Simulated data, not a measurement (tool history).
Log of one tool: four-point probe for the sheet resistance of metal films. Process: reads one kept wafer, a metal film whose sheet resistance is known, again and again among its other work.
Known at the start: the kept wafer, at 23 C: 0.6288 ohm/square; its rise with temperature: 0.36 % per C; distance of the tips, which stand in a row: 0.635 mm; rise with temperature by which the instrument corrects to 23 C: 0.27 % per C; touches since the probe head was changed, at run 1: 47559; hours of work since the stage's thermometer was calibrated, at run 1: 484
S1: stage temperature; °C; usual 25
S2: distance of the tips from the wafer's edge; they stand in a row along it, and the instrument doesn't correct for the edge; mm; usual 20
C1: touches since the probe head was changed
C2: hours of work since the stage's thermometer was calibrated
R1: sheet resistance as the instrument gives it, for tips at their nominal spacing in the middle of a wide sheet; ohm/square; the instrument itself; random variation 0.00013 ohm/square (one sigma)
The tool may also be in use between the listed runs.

{"run": 1, "hour": 0.0, "S1": 25, "S2": 20, "C1": 47559, "C2": 484, "R1": 0.642846}
{"run": 2, "hour": 19.1, "S1": 25, "S2": 20, "C1": 47817, "C2": 492, "R1": 0.642979}
{"run": 3, "hour": 44.0, "S1": 25, "S2": 20, "C1": 48152, "C2": 502, "R1": 0.643063}
{"run": 4, "hour": 69.3, "S1": 25, "S2": 20, "C1": 48492, "C2": 512, "R1": 0.643332}
{"run": 5, "hour": 93.8, "S1": 25, "S2": 5, "C1": 48822, "C2": 522, "R1": 0.648289}
{"run": 6, "hour": 113.6, "S1": 25, "S2": 5, "C1": 49089, "C2": 530, "R1": 0.648459}
{"run": 7, "hour": 148.0, "S1": 25, "S2": 20, "C1": 49551, "C2": 544, "R1": 0.643209}
{"run": 8, "hour": 179.2, "S1": 25, "S2": 73, "C1": 49972, "C2": 557, "R1": 0.642791}
{"run": 9, "hour": 207.7, "S1": 25, "S2": 73, "C1": 50356, "C2": 568, "R1": 0.643195}
{"run": 10, "hour": 241.8, "S1": 25, "S2": 73, "C1": 50814, "C2": 582, "R1": 0.643105}
{"run": 11, "hour": 274.9, "S1": 25, "S2": 73, "C1": 51261, "C2": 596, "R1": 0.643145}
{"run": 12, "hour": 301.5, "S1": 25, "S2": 21, "C1": 51618, "C2": 606, "R1": 0.643528}
{"run": 13, "hour": 338.4, "S1": 25, "S2": 21, "C1": 52115, "C2": 621, "R1": 0.643594}
{"run": 14, "hour": 363.8, "S1": 25, "S2": 21, "C1": 52457, "C2": 632, "R1": 0.643935}
{"run": 15, "hour": 385.9, "S1": 25, "S2": 20, "C1": 52755, "C2": 641, "R1": 0.643862}
{"run": 16, "hour": 411.7, "S1": 25, "S2": 20, "C1": 53102, "C2": 651, "R1": 0.643933}
{"run": 17, "hour": 443.2, "S1": 25, "S2": 51, "C1": 53527, "C2": 664, "R1": 0.643584}
{"run": 18, "hour": 461.1, "S1": 23, "S2": 51, "C1": 53767, "C2": 671, "R1": 0.642431}
{"run": 19, "hour": 491.0, "S1": 25, "S2": 20, "C1": 54170, "C2": 683, "R1": 0.643834}
{"run": 20, "hour": 523.8, "S1": 25, "S2": 20, "C1": 54612, "C2": 697, "R1": 0.644039}
{"run": 21, "hour": 557.2, "S1": 25, "S2": 20, "C1": 55061, "C2": 710, "R1": 0.644007}
{"run": 22, "hour": 586.5, "S1": 25, "S2": 20, "C1": 55456, "C2": 722, "R1": 0.644059}
{"run": 23, "hour": 605.0, "S1": 25, "S2": 13, "C1": 55705, "C2": 729, "R1": 0.644668}
{"run": 24, "hour": 624.8, "S1": 31, "S2": 62, "C1": 55972, "C2": 738, "R1": 0.64767}
{"run": 25, "hour": 651.5, "S1": 23, "S2": 21, "C1": 56331, "C2": 748, "R1": 0.642964}
{"run": 26, "hour": 676.9, "S1": 24, "S2": 5, "C1": 56673, "C2": 759, "R1": 0.649133}
{"run": 27, "hour": 706.6, "S1": 25, "S2": 4, "C1": 57074, "C2": 771, "R1": 0.65255}
{"run": 28, "hour": 739.0, "S1": 28, "S2": 17, "C1": 57509, "C2": 784, "R1": 0.646383}
{"run": 29, "hour": 773.6, "S1": 24, "S2": 72, "C1": 57976, "C2": 798, "R1": 0.643497}
{"run": 30, "hour": 797.8, "S1": 33, "S2": 13, "C1": 58301, "C2": 808, "R1": 0.649481}
{"run": 31, "hour": 824.0, "S1": 33, "S2": 13, "C1": 58654, "C2": 818, "R1": 0.649919}
{"run": 32, "hour": 850.2, "S1": 21, "S2": 14, "C1": 59006, "C2": 829, "R1": 0.642669}
{"run": 33, "hour": 872.7, "S1": 18, "S2": 30, "C1": 59310, "C2": 838, "R1": 0.640309}
{"run": 34, "hour": 905.0, "S1": 18, "S2": 30, "C1": 59745, "C2": 851, "R1": 0.640387}
{"run": 35, "hour": 922.0, "S1": 25, "S2": 14, "C1": 59973, "C2": 858, "R1": 0.644984}
{"run": 36, "hour": 950.5, "S1": 20, "S2": 62, "C1": 60357, "C2": 870, "R1": 0.641491}
{"hour": 974.0, "done": "new probe head fitted"}
{"run": 37, "hour": 987.1, "S1": 19, "S2": 9, "C1": 177, "C2": 884, "R1": 0.625701}
{"run": 38, "hour": 1021.2, "S1": 33, "S2": 10, "C1": 636, "C2": 898, "R1": 0.633732}
{"run": 39, "hour": 1050.8, "S1": 24, "S2": 7, "C1": 1034, "C2": 910, "R1": 0.629948}
{"run": 40, "hour": 1081.6, "S1": 27, "S2": 69, "C1": 1449, "C2": 922, "R1": 0.628819}
{"run": 41, "hour": 1110.3, "S1": 27, "S2": 69, "C1": 1836, "C2": 934, "R1": 0.629249}
{"run": 42, "hour": 1138.6, "S1": 30, "S2": 21, "C1": 2217, "C2": 946, "R1": 0.631147}
{"run": 43, "hour": 1160.1, "S1": 22, "S2": 3, "C1": 2505, "C2": 954, "R1": 0.640794}
{"run": 44, "hour": 1190.6, "S1": 18, "S2": 4, "C1": 2917, "C2": 967, "R1": 0.632402}
{"run": 45, "hour": 1206.6, "S1": 21, "S2": 65, "C1": 3132, "C2": 973, "R1": 0.625806}

3 ways to go on from here, each from the tool as it stands after run 45. What would each give?
{"run": "A", "hour": 1240.8, "S1": 19, "S2": 9, "C1": 3593, "C2": 987, "R1": "?"}
{"run": "B", "hour": 1240.8, "S1": 21, "S2": 20, "C1": 3593, "C2": 987, "R1": "?"}
{"run": "C", "hour": 1240.8, "S1": 25, "S2": 3, "C1": 3593, "C2": 987, "R1": "?"}

run=A R1=0.626183
run=B R1=0.626159
run=C R1=0.642942
Without the tool's hidden state the same runs would have given:
run=A R1=0.627981
run=B R1=0.627961
run=C R1=0.644797

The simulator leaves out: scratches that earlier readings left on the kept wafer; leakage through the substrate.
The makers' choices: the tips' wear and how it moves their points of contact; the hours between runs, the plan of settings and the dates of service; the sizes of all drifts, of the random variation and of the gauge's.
